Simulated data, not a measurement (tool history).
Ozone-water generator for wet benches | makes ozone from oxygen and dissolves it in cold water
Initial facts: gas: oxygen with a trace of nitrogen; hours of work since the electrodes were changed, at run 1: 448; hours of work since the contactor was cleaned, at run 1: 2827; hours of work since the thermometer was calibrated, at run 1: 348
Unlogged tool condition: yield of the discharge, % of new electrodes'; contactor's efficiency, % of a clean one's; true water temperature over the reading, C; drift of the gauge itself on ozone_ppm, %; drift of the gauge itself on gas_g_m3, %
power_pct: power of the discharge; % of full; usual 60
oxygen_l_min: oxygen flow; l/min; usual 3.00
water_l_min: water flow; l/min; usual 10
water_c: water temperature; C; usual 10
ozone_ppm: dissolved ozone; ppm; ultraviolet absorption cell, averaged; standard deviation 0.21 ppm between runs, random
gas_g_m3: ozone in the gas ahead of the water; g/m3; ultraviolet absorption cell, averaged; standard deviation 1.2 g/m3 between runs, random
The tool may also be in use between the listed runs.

| run | day | power_pct | oxygen_l_min | water_l_min | water_c | hours of work since the electrodes were changed | hours of work since the contactor was cleaned | hours of work since the thermometer was calibrated | ozone_ppm | gas_g_m3 |
|---|---|---|---|---|---|---|---|---|---|---|
| 1 | 0.000 | 60 | 3.00 | 10 | 10 | 448 | 2827 | 348 | 29.6 | 213.3 |
| 2 | 2.962 | 60 | 3.00 | 10 | 5 | 507 | 2885 | 406 | 31.5 | 210.9 |
| 3 | 6.046 | 60 | 3.00 | 10 | 5 | 568 | 2947 | 467 | 30.9 | 213.0 |
| 4 | 9.446 | 60 | 3.00 | 10 | 9 | 635 | 3014 | 535 | 29.8 | 213.9 |
| 5 | 12.267 | 60 | 3.00 | 10 | 9 | 691 | 3070 | 590 | 29.6 | 213.8 |
| 6 | 15.029 | 60 | 1.53 | 10 | 9 | 745 | 3124 | 645 | 27.6 | 307.4 |
| 7 | 17.171 | 60 | 1.53 | 10 | 9 | 788 | 3167 | 688 | 27.1 | 305.8 |
| 8 | 18.846 | 60 | 1.53 | 10 | 9 | 821 | 3200 | 721 | 27.5 | 306.1 |
| 9 | 20.725 | 60 | 3.00 | 8 | 10 | 858 | 3237 | 758 | 34.7 | 208.8 |
| 10 | 23.646 | 60 | 3.00 | 8 | 10 | 916 | 3295 | 816 | 35.1 | 210.5 |
| 11 | 26.071 | 60 | 3.00 | 8 | 10 | 964 | 3343 | 864 | 34.3 | 209.2 |
| 12 | 28.767 | 60 | 3.00 | 6 | 10 | 1017 | 3396 | 917 | 43.3 | 207.0 |
| 13 | 30.725 | 60 | 2.99 | 10 | 10 | 1056 | 3435 | 956 | 28.8 | 209.4 |
| 14 | 33.650 | 60 | 2.99 | 10 | 10 | 1114 | 3493 | 1014 | 28.0 | 208.4 |
| 15 | 35.629 | 60 | 3.00 | 10 | 9 | 1153 | 3532 | 1053 | 28.9 | 210.4 |
| 16 | 38.042 | 60 | 3.00 | 10 | 9 | 1201 | 3580 | 1101 | 28.9 | 207.9 |
| 17 | 40.967 | 60 | 3.00 | 8 | 11 | 1259 | 3638 | 1159 | 33.9 | 208.0 |
| 18 | 43.321 | 60 | 4.14 | 6 | 10 | 1305 | 3684 | 1205 | 41.2 | 173.7 |
| 19 | 46.512 | 60 | 3.38 | 10 | 9 | 1369 | 3748 | 1268 | 28.6 | 193.5 |
| 20 | 48.542 | 65 | 3.38 | 10 | 9 | 1409 | 3788 | 1309 | 29.8 | 201.8 |
| 21 | 51.904 | 65 | 3.38 | 10 | 9 | 1475 | 3854 | 1375 | 30.2 | 200.3 |
| 22 | 55.388 | 65 | 3.38 | 10 | 9 | 1544 | 3923 | 1444 | 29.8 | 200.5 |
| 23 | 57.000 | 65 | 3.38 | 10 | 9 | 1576 | 3955 | 1476 | 29.4 | 201.4 |
| 24 | 58.525 | 67 | 3.38 | 15 | 9 | 1607 | 3985 | 1506 | 20.2 | 204.6 |
| 25 | 59.938 | 60 | 3.00 | 14 | 10 | 1634 | 4013 | 1534 | 20.1 | 206.7 |
|  | 61.388 | contactor cleaned |
| 26 | 61.542 | 60 | 3.00 | 14 | 10 | 1663 | 3 | 1563 | 21.2 | 206.1 |
| 27 | 63.579 | 60 | 3.00 | 10 | 12 | 1703 | 43 | 1603 | 28.5 | 202.6 |
| 28 | 65.950 | 93 | 1.73 | 10 | 10 | 1750 | 90 | 1650 | 34.9 | 342.6 |
| 29 | 69.354 | 78 | 1.64 | 14 | 10 | 1818 | 158 | 1717 | 22.1 | 328.1 |
| 30 | 71.000 | 60 | 2.50 | 10 | 10 | 1850 | 190 | 1750 | 28.8 | 225.5 |
| 31 | 73.550 | 60 | 3.00 | 10 | 10 | 1901 | 241 | 1800 | 29.4 | 203.7 |
| 32 | 75.475 | 60 | 3.00 | 10 | 10 | 1939 | 279 | 1838 | 28.9 | 203.9 |

Subtracting, for every run, the result it would have given without the tool's unlogged condition from the measured result gives the following. The same run-to-run variation enters both numbers; the gauge's scatter may not:
| run | ozone_ppm | gas_g_m3 |
|---|---|---|
| 1 | -1.5 | -1.4 |
| 2 | -1.7 | -1.7 |
| 3 | -1.7 | -2.1 |
| 4 | -1.7 | -2.5 |
| 5 | -1.7 | -2.7 |
| 6 | -1.8 | -4.4 |
| 7 | -1.7 | -4.7 |
| 8 | -1.8 | -5.0 |
| 9 | -2.1 | -3.6 |
| 10 | -2.1 | -3.9 |
| 11 | -2.2 | -4.1 |
| 12 | -2.2 | -4.4 |
| 13 | -2.2 | -4.7 |
| 14 | -2.2 | -4.9 |
| 15 | -2.4 | -5.3 |
| 16 | -2.4 | -5.4 |
| 17 | -2.5 | -5.7 |
| 18 | -2.6 | -5.0 |
| 19 | -2.6 | -5.9 |
| 20 | -2.8 | -6.6 |
| 21 | -2.9 | -6.9 |
| 22 | -3.0 | -7.3 |
| 23 | -3.0 | -7.5 |
| 24 | -2.5 | -7.9 |
| 25 | -2.4 | -7.6 |
| 26 | -1.0 | -7.9 |
| 27 | -1.4 | -8.0 |
| 28 | -2.1 | -17.4 |
| 29 | -1.3 | -15.9 |
| 30 | -1.5 | -9.7 |
| 31 | -1.5 | -9.0 |
| 32 | -1.6 | -9.2 |
